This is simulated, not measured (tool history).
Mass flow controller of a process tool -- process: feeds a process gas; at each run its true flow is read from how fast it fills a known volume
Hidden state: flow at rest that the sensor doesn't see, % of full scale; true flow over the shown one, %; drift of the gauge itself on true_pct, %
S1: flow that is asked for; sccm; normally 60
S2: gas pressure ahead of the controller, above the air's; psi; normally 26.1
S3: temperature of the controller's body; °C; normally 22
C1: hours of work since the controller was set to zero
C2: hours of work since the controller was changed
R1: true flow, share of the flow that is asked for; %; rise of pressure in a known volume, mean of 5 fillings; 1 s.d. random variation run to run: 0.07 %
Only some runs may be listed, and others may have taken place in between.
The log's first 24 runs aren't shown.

run,hour,S1,S2,S3,C1,C2,R1
25,5756.6,26,26.1,22,5712,5712,100.31
26,6050.9,26,26.1,22,5906,5906,100.45
27,6329.3,60,32.9,26,6089,6089,98.04
28,6540.8,60,32.8,30,6227,6227,98.03
29,6716.9,23,26.4,30,6343,6343,100.73
# hour 6746.7: controller's zero set anew
30,6990.9,38,26.5,35,160,6523,99.68
31,7275.6,20,27.3,25,347,6710,103.84
32,7587.2,60,28.6,33,552,6915,98.45
33,7909.0,60,28.6,33,764,7126,98.59
# hour 7988.3: controller's zero set anew, once more
34,8110.1,60,21.5,20,80,7258,96.92
35,8412.5,60,40.3,27,279,7456,95.58
36,8778.3,60,40.3,27,519,7697,95.62
37,9017.9,80,23.4,24,676,7854,96.82
38,9303.8,32,24.7,22,864,8042,96.52
39,9502.3,52,36.0,22,995,8172,95.96
40,9831.5,60,26.1,28,1211,8389,96.41
41,10130.6,167,24.2,33,1407,8585,97.45
42,10371.7,172,26.5,30,1566,8743,97.62
43,10691.3,60,34.5,36,1776,8953,95.41
44,10854.3,60,34.5,36,1883,9061,95.47
45,11144.2,58,25.5,36,2073,9251,96.00
46,11434.7,32,21.2,25,2264,9442,96.96

3 ways to go on from here, each from the tool as it stands after run 46. What would each give?
A,11699.3,153,21.2,33,2438,9616,?
B,11699.3,40,26.1,22,2438,9616,?
C,11699.3,60,26.1,25,2438,9616,?

run,R1
A,97.31
B,96.76
C,96.62
With the hidden condition removed and each run's random variation left untouched, the same runs would have given:
run,R1
A,99.15
B,97.66
C,97.95

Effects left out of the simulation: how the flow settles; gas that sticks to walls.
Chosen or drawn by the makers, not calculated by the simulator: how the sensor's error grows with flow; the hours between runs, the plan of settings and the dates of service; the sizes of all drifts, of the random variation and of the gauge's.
